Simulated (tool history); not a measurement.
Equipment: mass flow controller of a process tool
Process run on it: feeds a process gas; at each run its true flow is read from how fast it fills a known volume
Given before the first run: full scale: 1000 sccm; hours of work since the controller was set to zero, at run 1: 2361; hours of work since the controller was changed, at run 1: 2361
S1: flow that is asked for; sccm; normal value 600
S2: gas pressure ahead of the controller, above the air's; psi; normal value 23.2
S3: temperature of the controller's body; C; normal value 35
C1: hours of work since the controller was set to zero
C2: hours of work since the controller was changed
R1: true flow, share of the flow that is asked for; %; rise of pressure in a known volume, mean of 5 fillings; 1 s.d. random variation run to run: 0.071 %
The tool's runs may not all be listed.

run	hour	S1	S2	S3	C1	C2	R1
1	0.0	600	23.2	35	2361	2361	99.73
2	54.6	600	23.2	35	2394	2394	99.80
3	101.2	600	27.8	35	2423	2423	99.52
4	160.6	600	27.8	38	2459	2459	99.82
5	213.0	600	27.8	38	2491	2491	99.88
6	279.2	600	23.2	24	2532	2532	98.61
7	353.8	600	23.2	24	2578	2578	98.52
8	448.3	600	23.2	24	2635	2635	98.54
9	530.8	883	23.2	35	2686	2686	99.96
10	634.7	883	23.2	35	2750	2750	99.87
11	719.6	883	23.2	35	2802	2802	99.91
12	807.0	224	27.3	35	2855	2855	98.07
13	866.4	224	20.5	20	2891	2891	96.82
14	958.0	600	27.3	27	2948	2948	98.74
15	1018.9	600	27.3	27	2985	2985	98.68
16	1113.4	600	27.3	27	3043	3043	98.72
17	1196.1	600	27.3	37	3093	3093	99.62
18	1255.6	600	27.3	37	3130	3130	99.55
19	1301.7	600	27.3	37	3158	3158	99.49
20	1371.0	600	23.9	35	3200	3200	99.22
21	1453.3	127	23.8	35	3251	3251	96.63
22	1532.1	600	37.3	35	3299	3299	99.20

Branching from run 22: 4 alternative next runs. What would each branch give?
A	1604.4	132	37.3	35	3343	3343	?
B	1604.4	706	23.2	35	3343	3343	?
C	1604.4	675	25.8	25	3343	3343	?
D	1604.4	600	33.8	31	3343	3343	?

run	R1
A	96.45
B	99.45
C	98.47
D	98.78
The same runs, with their run-to-run variation unchanged, on a tool lacking any hidden condition would have given:
run	R1
A	100.17
B	100.67
C	99.71
D	100.09
